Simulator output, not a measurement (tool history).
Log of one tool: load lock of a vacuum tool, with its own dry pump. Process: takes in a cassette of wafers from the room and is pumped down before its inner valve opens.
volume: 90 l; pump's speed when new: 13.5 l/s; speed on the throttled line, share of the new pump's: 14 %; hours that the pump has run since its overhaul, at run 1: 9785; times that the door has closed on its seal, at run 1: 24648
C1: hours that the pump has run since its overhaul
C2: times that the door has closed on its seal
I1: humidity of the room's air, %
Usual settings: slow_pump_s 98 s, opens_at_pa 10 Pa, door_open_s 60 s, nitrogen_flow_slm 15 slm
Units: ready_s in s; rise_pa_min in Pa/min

{"run": 1, "hour": 0.0, "slow_pump_s": 98, "opens_at_pa": 10, "door_open_s": 60, "nitrogen_flow_slm": 15, "C1": 9785, "C2": 24648, "I1": 46.8, "ready_s": 153.7, "rise_pa_min": 0.085}
{"run": 2, "hour": 224.5, "slow_pump_s": 98, "opens_at_pa": 10, "door_open_s": 60, "nitrogen_flow_slm": 15, "C1": 10009, "C2": 25386, "I1": 44.4, "ready_s": 155.5, "rise_pa_min": 0.087}
{"run": 3, "hour": 356.7, "slow_pump_s": 98, "opens_at_pa": 10, "door_open_s": 104, "nitrogen_flow_slm": 15, "C1": 10141, "C2": 25821, "I1": 40.0, "ready_s": 154.5, "rise_pa_min": 0.087}
{"run": 4, "hour": 472.6, "slow_pump_s": 98, "opens_at_pa": 10, "door_open_s": 104, "nitrogen_flow_slm": 15, "C1": 10257, "C2": 26203, "I1": 44.0, "ready_s": 154.4, "rise_pa_min": 0.089}
{"run": 5, "hour": 582.1, "slow_pump_s": 98, "opens_at_pa": 10, "door_open_s": 104, "nitrogen_flow_slm": 15, "C1": 10367, "C2": 26563, "I1": 43.5, "ready_s": 154.7, "rise_pa_min": 0.093}
{"run": 6, "hour": 701.9, "slow_pump_s": 98, "opens_at_pa": 10, "door_open_s": 104, "nitrogen_flow_slm": 15, "C1": 10486, "C2": 26957, "I1": 43.4, "ready_s": 153.2, "rise_pa_min": 0.094}
{"run": 7, "hour": 819.6, "slow_pump_s": 98, "opens_at_pa": 10, "door_open_s": 104, "nitrogen_flow_slm": 15, "C1": 10604, "C2": 27345, "I1": 43.6, "ready_s": 153.5, "rise_pa_min": 0.093}
{"run": 8, "hour": 991.9, "slow_pump_s": 98, "opens_at_pa": 10, "door_open_s": 60, "nitrogen_flow_slm": 15, "C1": 10776, "C2": 27912, "I1": 44.6, "ready_s": 153.6, "rise_pa_min": 0.096}
{"run": 9, "hour": 1204.7, "slow_pump_s": 108, "opens_at_pa": 10, "door_open_s": 60, "nitrogen_flow_slm": 15, "C1": 10989, "C2": 28612, "I1": 46.1, "ready_s": 163.4, "rise_pa_min": 0.099}
{"run": 10, "hour": 1389.5, "slow_pump_s": 65, "opens_at_pa": 10, "door_open_s": 60, "nitrogen_flow_slm": 12, "C1": 11174, "C2": 29220, "I1": 46.9, "ready_s": 127.9, "rise_pa_min": 0.104}
{"run": 11, "hour": 1602.2, "slow_pump_s": 166, "opens_at_pa": 10, "door_open_s": 60, "nitrogen_flow_slm": 31, "C1": 11387, "C2": 29920, "I1": 45.3, "ready_s": 213.1, "rise_pa_min": 0.102}
{"run": 12, "hour": 1799.9, "slow_pump_s": 120, "opens_at_pa": 19, "door_open_s": 38, "nitrogen_flow_slm": 15, "C1": 11584, "C2": 30571, "I1": 42.3, "ready_s": 167.8, "rise_pa_min": 0.108}
{"run": 13, "hour": 1989.9, "slow_pump_s": 174, "opens_at_pa": 19, "door_open_s": 38, "nitrogen_flow_slm": 43, "C1": 11774, "C2": 31196, "I1": 43.2, "ready_s": 215.9, "rise_pa_min": 0.104}
{"run": 14, "hour": 2094.6, "slow_pump_s": 173, "opens_at_pa": 10, "door_open_s": 60, "nitrogen_flow_slm": 15, "C1": 11879, "C2": 31541, "I1": 45.4, "ready_s": 216.0, "rise_pa_min": 0.113}
{"run": 15, "hour": 2285.4, "slow_pump_s": 173, "opens_at_pa": 9, "door_open_s": 60, "nitrogen_flow_slm": 15, "C1": 12070, "C2": 32169, "I1": 43.7, "ready_s": 219.6, "rise_pa_min": 0.114}
{"run": 16, "hour": 2421.4, "slow_pump_s": 103, "opens_at_pa": 7, "door_open_s": 29, "nitrogen_flow_slm": 8, "C1": 12206, "C2": 32616, "I1": 48.6, "ready_s": 165.7, "rise_pa_min": 0.115}
{"run": 17, "hour": 2513.2, "slow_pump_s": 103, "opens_at_pa": 7, "door_open_s": 29, "nitrogen_flow_slm": 8, "C1": 12298, "C2": 32918, "I1": 43.6, "ready_s": 164.2, "rise_pa_min": 0.12}

The next listed run, before its measurement:
{"run": 18, "hour": 2658.5, "slow_pump_s": 130, "opens_at_pa": 10, "door_open_s": 60, "nitrogen_flow_slm": 15, "C1": 12443, "C2": 33396, "I1": 45.4, "ready_s": "?", "rise_pa_min": "?"}

ready_s: 183.7 s
rise_pa_min: 0.127 Pa/min
Without the tool's hidden state the same run would have given ready_s 174.1 s, rise_pa_min 0.024 Pa/min.
